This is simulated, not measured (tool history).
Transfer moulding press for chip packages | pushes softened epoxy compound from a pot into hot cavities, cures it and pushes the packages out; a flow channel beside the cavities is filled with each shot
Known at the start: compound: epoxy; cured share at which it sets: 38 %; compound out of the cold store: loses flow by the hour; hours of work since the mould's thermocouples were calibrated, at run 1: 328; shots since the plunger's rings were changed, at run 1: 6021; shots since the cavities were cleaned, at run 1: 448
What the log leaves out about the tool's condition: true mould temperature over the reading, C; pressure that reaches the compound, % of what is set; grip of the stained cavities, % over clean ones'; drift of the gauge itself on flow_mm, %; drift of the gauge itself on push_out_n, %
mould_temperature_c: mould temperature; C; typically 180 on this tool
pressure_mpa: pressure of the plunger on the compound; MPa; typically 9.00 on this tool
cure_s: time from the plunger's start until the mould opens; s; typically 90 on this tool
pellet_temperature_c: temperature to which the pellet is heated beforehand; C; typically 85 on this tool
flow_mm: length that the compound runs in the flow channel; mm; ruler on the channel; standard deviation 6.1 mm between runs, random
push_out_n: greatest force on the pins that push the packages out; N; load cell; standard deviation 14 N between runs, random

| run | hour | mould_temperature_c | pressure_mpa | cure_s | pellet_temperature_c | hours of work since the mould's thermocouples were calibrated | shots since the plunger's rings were changed | shots since the cavities were cleaned | incoming compound's hours out of the cold store | flow_mm | push_out_n |
|---|---|---|---|---|---|---|---|---|---|---|---|
| 1 | 0.0 | 180 | 9.00 | 90 | 85 | 328 | 6021 | 448 | 16.8 | 707 | 973 |
| 2 | 10.0 | 180 | 9.00 | 90 | 85 | 332 | 6111 | 538 | 37.2 | 657 | 949 |
| 3 | 17.3 | 180 | 7.21 | 90 | 85 | 336 | 6176 | 603 | 27.7 | 600 | 1009 |
|  | 27.2 | plunger's sealing rings changed |
| 4 | 36.6 | 180 | 9.00 | 90 | 85 | 344 | 83 | 754 | 41.1 | 715 | 951 |
|  | 39.0 | cavities cleaned with cleaning compound and waxed |
|  | 43.0 | mould's thermocouples calibrated |
| 5 | 47.3 | 180 | 9.00 | 90 | 85 | 2 | 148 | 56 | 35.3 | 728 | 1125 |
| 6 | 57.8 | 180 | 9.00 | 90 | 85 | 7 | 242 | 150 | 14.6 | 768 | 1242 |
| 7 | 72.6 | 180 | 9.00 | 90 | 85 | 14 | 375 | 283 | 31.1 | 749 | 1115 |
| 8 | 88.2 | 180 | 9.00 | 90 | 85 | 22 | 516 | 424 | 39.2 | 721 | 1128 |
| 9 | 104.8 | 180 | 9.00 | 99 | 85 | 30 | 664 | 572 | 45.4 | 705 | 890 |
| 10 | 113.8 | 180 | 9.00 | 118 | 85 | 35 | 745 | 653 | 37.6 | 728 | 706 |
|  | 127.8 | cavities cleaned with cleaning compound and waxed |
|  | 130.2 | cavities cleaned with cleaning compound and waxed, once more |
| 11 | 134.2 | 180 | 9.00 | 118 | 85 | 43 | 902 | 36 | 40.5 | 712 | 444 |
| 12 | 143.1 | 180 | 9.00 | 90 | 85 | 47 | 981 | 115 | 42.1 | 703 | 737 |
| 13 | 150.8 | 180 | 9.00 | 90 | 80 | 51 | 1050 | 184 | 22.6 | 758 | 868 |
| 14 | 158.0 | 180 | 9.00 | 90 | 80 | 55 | 1115 | 249 | 33.9 | 734 | 840 |
| 15 | 173.0 | 180 | 10.39 | 87 | 84 | 62 | 1249 | 383 | 8.3 | 837 | 1041 |
| 16 | 184.5 | 180 | 10.39 | 87 | 84 | 68 | 1353 | 487 | 26.0 | 788 | 1103 |
| 17 | 201.2 | 180 | 10.39 | 87 | 84 | 76 | 1503 | 637 | 32.3 | 783 | 1093 |
| 18 | 209.8 | 180 | 10.39 | 87 | 84 | 80 | 1580 | 714 | 26.5 | 785 | 1102 |
|  | 217.2 | cavities cleaned with cleaning compound and waxed |
| 19 | 227.0 | 180 | 10.39 | 87 | 84 | 88 | 1721 | 88 | 25.1 | 785 | 832 |
| 20 | 240.6 | 180 | 10.39 | 87 | 84 | 94 | 1843 | 210 | 12.2 | 814 | 985 |
| 21 | 253.9 | 174 | 10.30 | 91 | 86 | 101 | 1962 | 329 | 47.2 | 755 | 1291 |
| 22 | 267.5 | 181 | 10.30 | 91 | 86 | 107 | 2084 | 451 | 23.3 | 780 | 846 |
| 23 | 283.1 | 181 | 10.30 | 91 | 86 | 115 | 2224 | 591 | 36.6 | 742 | 850 |
| 24 | 294.8 | 175 | 9.59 | 90 | 85 | 121 | 2329 | 696 | 28.7 | 761 | 1470 |
|  | 304.0 | cavities cleaned with cleaning compound and waxed |
| 25 | 304.0 | 175 | 8.65 | 73 | 85 | 125 | 2398 | 0 | 14.2 | 756 | 1595 |
| 26 | 318.2 | 184 | 7.13 | 98 | 82 | 131 | 2526 | 128 | 47.8 | 591 | 505 |
| 27 | 334.9 | 185 | 7.09 | 100 | 82 | 140 | 2676 | 278 | 13.0 | 656 | 536 |
| 28 | 343.5 | 185 | 8.69 | 110 | 82 | 144 | 2753 | 355 | 41.9 | 661 | 531 |

5 options for the next run, each taken on its own from the tool as it stands now. Forecast them:
| A | 352.2 | 180 | 8.55 | 90 | 85 | 148 | 2832 | 434 | 20.8 | ? | ? |
| B | 352.2 | 180 | 8.50 | 90 | 85 | 148 | 2832 | 434 | 44.2 | ? | ? |
| C | 352.2 | 185 | 8.69 | 74 | 82 | 148 | 2832 | 434 | 29.1 | ? | ? |
| D | 352.2 | 178 | 8.33 | 82 | 85 | 148 | 2832 | 434 | 42.2 | ? | ? |
| E | 352.2 | 186 | 8.69 | 95 | 82 | 148 | 2832 | 434 | 16.7 | ? | ? |

| run | flow_mm | push_out_n |
|---|---|---|
| A | 700 | 977 |
| B | 655 | 896 |
| C | 689 | 1067 |
| D | 674 | 1281 |
| E | 710 | 586 |
The same runs, with their run-to-run variation unchanged, on a tool lacking any hidden condition would have given:
| run | flow_mm | push_out_n |
|---|---|---|
| A | 732 | 732 |
| B | 685 | 673 |
| C | 721 | 800 |
| D | 706 | 957 |
| E | 743 | 434 |

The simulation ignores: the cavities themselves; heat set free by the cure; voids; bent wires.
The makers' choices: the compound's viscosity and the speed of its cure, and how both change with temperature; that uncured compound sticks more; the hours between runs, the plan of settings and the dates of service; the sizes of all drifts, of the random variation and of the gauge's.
